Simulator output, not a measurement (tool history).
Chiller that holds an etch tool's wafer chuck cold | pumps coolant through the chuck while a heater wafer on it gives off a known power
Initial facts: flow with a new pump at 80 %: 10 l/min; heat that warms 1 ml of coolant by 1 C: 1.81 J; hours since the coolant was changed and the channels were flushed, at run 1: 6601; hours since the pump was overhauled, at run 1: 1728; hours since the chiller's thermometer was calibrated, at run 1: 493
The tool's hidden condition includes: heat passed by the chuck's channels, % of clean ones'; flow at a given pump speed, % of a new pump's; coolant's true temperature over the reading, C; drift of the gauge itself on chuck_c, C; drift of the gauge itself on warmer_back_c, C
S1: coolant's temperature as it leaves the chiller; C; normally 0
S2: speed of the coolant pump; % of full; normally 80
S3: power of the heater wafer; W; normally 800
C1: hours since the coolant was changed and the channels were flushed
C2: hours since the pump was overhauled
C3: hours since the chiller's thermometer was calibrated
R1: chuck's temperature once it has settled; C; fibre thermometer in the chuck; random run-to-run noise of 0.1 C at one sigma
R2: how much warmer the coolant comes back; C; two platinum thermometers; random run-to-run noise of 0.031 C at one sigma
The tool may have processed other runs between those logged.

run    hour   S1  S2    S3    C1    C2    C3    R1    R2
  1       0    0  80   800  6601  1728   493   5.4   2.6
       30.2  -- coolant changed, channels flushed
  2    32.6    0  80   800     2  1755   519   5.5  2.69
  3    60.3    0  80   800    30  1782   547   5.4  2.73
  4    92.3    0  80   800    62  1814   579   5.7  2.76
  5   137.1    0  80   800   107  1859   624   5.7  2.76
  6   169.1    0  80   800   139  1891   656   5.6  2.86
  7   206.7    0  80   800   176  1929   693   5.6   2.8
  8   247.4   -8  80   800   217  1969   734  -2.3  2.87
  9     290   -8  78   800   260  2012   777  -2.4  3.03
 10   311.5    0  80   800   281  2033   798   5.5  2.93
 11   338.7    0  80   800   308  2061   825   5.5  2.94
 12   374.6    0  80   800   344  2097   861   5.4  2.96
 13   419.9    0  80   800   390  2142   907   5.6  2.96
 14   451.4    0  80   800   421  2173   938   5.6  3.01
 15   486.4    0  80   800   456  2208   973   5.5  3.08
      500.7  -- gauge calibrated
 16   510.9    0  80   800   481  2233   998   5.5  2.67
 17   560.4   -7  81   623   530  2282  1047  -2.8  2.14
 18   605.7   -7  81   623   575  2328  1092  -2.8  2.17
 19   628.5   -7  81   623   598  2350  1115  -2.8  2.14
 20   658.9  -10  87   419   629  2381  1146  -7.3  1.41
 21     686    7  92   800   656  2408  1173  11.8  2.43
 22   722.1    3  86   818   692  2444  1209   8.3  2.77
 23   769.2   -6  81   816   739  2491  1256  -0.4  2.92
 24   803.4   -1  81   750   773  2525  1290   4.2   2.7
 25   846.9   -1  78   750   817  2569  1334   4.4  2.86
 26   873.5    6  66   720   843  2595  1360  11.8   3.3
 27   922.2    0  78   800   892  2644  1409   5.6  3.14
 28     957   -7  82   430   927  2679  1444  -4.1  1.79
 29   980.1    0  82   988   950  2702  1467     7  3.58
 30  1024.5   -1  80   720   994  2746  1511   3.9  2.87
 31  1049.3   -7  68  1039  1019  2771  1536   1.3  4.59

Below are 3 alternative next runs, each starting from the tool's condition after run 31. Predict each:
  A  1071.4   3  68  1089  1041  2793  1558   ?   ?
  B  1071.4  -6  99   934  1041  2793  1558   ?   ?
  C  1071.4   3  80   800  1041  2793  1558   ?   ?

run    R1    R2
  A  11.8  4.78
  B  -0.6  2.89
  C   8.5  3.13
With no hidden state in the tool, these same runs would have given:
run    R1    R2
  A  11.7  4.28
  B  -0.6  2.39
  C   8.5  2.63

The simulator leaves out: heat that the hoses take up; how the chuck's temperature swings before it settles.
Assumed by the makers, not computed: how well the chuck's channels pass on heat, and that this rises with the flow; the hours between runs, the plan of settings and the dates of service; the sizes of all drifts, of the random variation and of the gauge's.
